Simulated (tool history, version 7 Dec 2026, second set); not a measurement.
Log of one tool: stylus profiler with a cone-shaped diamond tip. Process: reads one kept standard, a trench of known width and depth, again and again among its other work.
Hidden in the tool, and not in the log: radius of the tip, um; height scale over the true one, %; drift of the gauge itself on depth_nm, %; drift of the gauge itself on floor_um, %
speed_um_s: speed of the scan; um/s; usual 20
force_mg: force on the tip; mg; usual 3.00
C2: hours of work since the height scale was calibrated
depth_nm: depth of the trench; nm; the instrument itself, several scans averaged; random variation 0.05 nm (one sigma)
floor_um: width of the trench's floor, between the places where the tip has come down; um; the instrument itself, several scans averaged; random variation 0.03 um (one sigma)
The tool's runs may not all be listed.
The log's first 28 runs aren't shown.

run 29 hour=2011.0 | speed_um_s=64 force_mg=2.00 | scans_with_this_tip=5250 C2=536 | depth_nm=101.53 floor_um=96.92
run 30 hour=2095.3 | speed_um_s=64 force_mg=2.00 | scans_with_this_tip=5787 C2=594 | depth_nm=101.72 floor_um=96.92
run 31 hour=2139.1 | speed_um_s=64 force_mg=2.00 | scans_with_this_tip=6066 C2=625 | depth_nm=101.54 floor_um=96.92
run 32 hour=2228.6 | speed_um_s=19 force_mg=1.18 | scans_with_this_tip=6636 C2=686 | depth_nm=101.32 floor_um=97.12
run 33 hour=2280.6 | speed_um_s=19 force_mg=1.18 | scans_with_this_tip=6967 C2=722 | depth_nm=101.29 floor_um=97.10
run 34 hour=2384.0 | speed_um_s=47 force_mg=6.15 | scans_with_this_tip=7625 C2=793 | depth_nm=103.22 floor_um=96.97
run 35 hour=2447.0 | speed_um_s=35 force_mg=1.87 | scans_with_this_tip=8027 C2=837 | depth_nm=101.63 floor_um=96.91
-- hour=2536.1 new tip fitted, height scale calibrated
run 36 hour=2545.4 | speed_um_s=28 force_mg=2.43 | scans_with_this_tip=60 C2=6 | depth_nm=101.42 floor_um=97.87
run 37 hour=2614.5 | speed_um_s=7 force_mg=3.24 | scans_with_this_tip=500 C2=54 | depth_nm=101.84 floor_um=97.86
run 38 hour=2657.9 | speed_um_s=32 force_mg=3.00 | scans_with_this_tip=776 C2=84 | depth_nm=101.84 floor_um=97.67
run 39 hour=2741.3 | speed_um_s=20 force_mg=1.31 | scans_with_this_tip=1307 C2=141 | depth_nm=101.14 floor_um=97.64
run 40 hour=2819.2 | speed_um_s=20 force_mg=1.31 | scans_with_this_tip=1803 C2=195 | depth_nm=101.13 floor_um=97.59
run 41 hour=2868.9 | speed_um_s=48 force_mg=1.20 | scans_with_this_tip=2120 C2=229 | depth_nm=101.07 floor_um=97.30
run 42 hour=2963.3 | speed_um_s=15 force_mg=4.89 | scans_with_this_tip=2721 C2=294 | depth_nm=102.54 floor_um=97.55
run 43 hour=3053.2 | speed_um_s=20 force_mg=2.80 | scans_with_this_tip=3293 C2=356 | depth_nm=101.85 floor_um=97.46
run 44 hour=3120.0 | speed_um_s=21 force_mg=2.12 | scans_with_this_tip=3719 C2=402 | depth_nm=101.48 floor_um=97.33
run 45 hour=3191.0 | speed_um_s=25 force_mg=4.33 | scans_with_this_tip=4170 C2=451 | depth_nm=102.45 floor_um=97.39
run 46 hour=3256.8 | speed_um_s=17 force_mg=4.62 | scans_with_this_tip=4589 C2=496 | depth_nm=102.54 floor_um=97.39

3 ways to go on from here, each from the tool as it stands after run 46. What would each give?
run A hour=3354.7 | speed_um_s=5 force_mg=3.00 | scans_with_this_tip=5213 C2=564 | depth_nm=? floor_um=?
run B hour=3354.7 | speed_um_s=20 force_mg=1.43 | scans_with_this_tip=5213 C2=564 | depth_nm=? floor_um=?
run C hour=3354.7 | speed_um_s=20 force_mg=3.60 | scans_with_this_tip=5213 C2=564 | depth_nm=? floor_um=?

run=A depth_nm=102.00 floor_um=97.37
run=B depth_nm=101.34 floor_um=97.16
run=C depth_nm=102.27 floor_um=97.18
Without the tool's hidden state the same runs would have given:
run=A depth_nm=101.72 floor_um=98.01
run=B depth_nm=101.06 floor_um=97.80
run=C depth_nm=101.99 floor_um=97.82

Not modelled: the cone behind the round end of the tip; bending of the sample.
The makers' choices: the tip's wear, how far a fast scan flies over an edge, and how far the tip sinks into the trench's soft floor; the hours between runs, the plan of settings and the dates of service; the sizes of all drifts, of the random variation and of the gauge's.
